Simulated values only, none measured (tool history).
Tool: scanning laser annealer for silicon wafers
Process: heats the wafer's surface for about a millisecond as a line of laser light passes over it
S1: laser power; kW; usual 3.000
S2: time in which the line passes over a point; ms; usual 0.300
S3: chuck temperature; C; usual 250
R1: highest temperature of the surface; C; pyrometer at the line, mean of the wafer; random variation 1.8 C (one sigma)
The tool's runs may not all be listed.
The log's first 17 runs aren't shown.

run,hour,S1,S2,S3,R1
18,129.8,3.000,0.300,261,928
19,139.9,3.000,0.300,280,944
20,147.2,3.000,0.300,250,916
# hour 154.3: optics aligned, line set to its width, once more
21,158.8,2.661,0.257,250,795
22,167.0,2.953,0.257,250,875
23,175.9,2.953,0.257,250,877
24,183.4,2.820,0.300,262,896
25,187.7,2.820,0.274,289,895
26,194.9,2.820,0.274,289,897
27,202.2,2.836,0.300,221,858
28,210.8,2.554,0.311,285,851
29,220.5,2.554,0.311,285,851
30,224.8,2.761,0.320,216,847
31,234.1,2.761,0.258,265,839
32,240.3,3.180,0.348,242,1030
33,247.7,2.683,0.330,250,865
34,254.3,2.554,0.274,250,780
35,260.6,2.838,0.274,250,860
36,270.4,2.838,0.274,250,856
37,277.8,3.077,0.212,250,852
38,283.2,3.077,0.212,250,852
39,290.3,3.000,0.211,249,829

5 ways to go on from here, each from the tool as it stands after run 39. What would each give?
A,296.6,2.571,0.265,258,?
B,296.6,2.977,0.249,243,?
C,296.6,2.980,0.300,250,?
D,296.6,2.720,0.211,249,?
E,296.6,2.627,0.258,277,?

run,R1
A,784
B,859
C,926
D,760
E,810
Without the tool's hidden state the same runs would have given:
run,R1
A,818
B,900
C,970
D,793
E,845

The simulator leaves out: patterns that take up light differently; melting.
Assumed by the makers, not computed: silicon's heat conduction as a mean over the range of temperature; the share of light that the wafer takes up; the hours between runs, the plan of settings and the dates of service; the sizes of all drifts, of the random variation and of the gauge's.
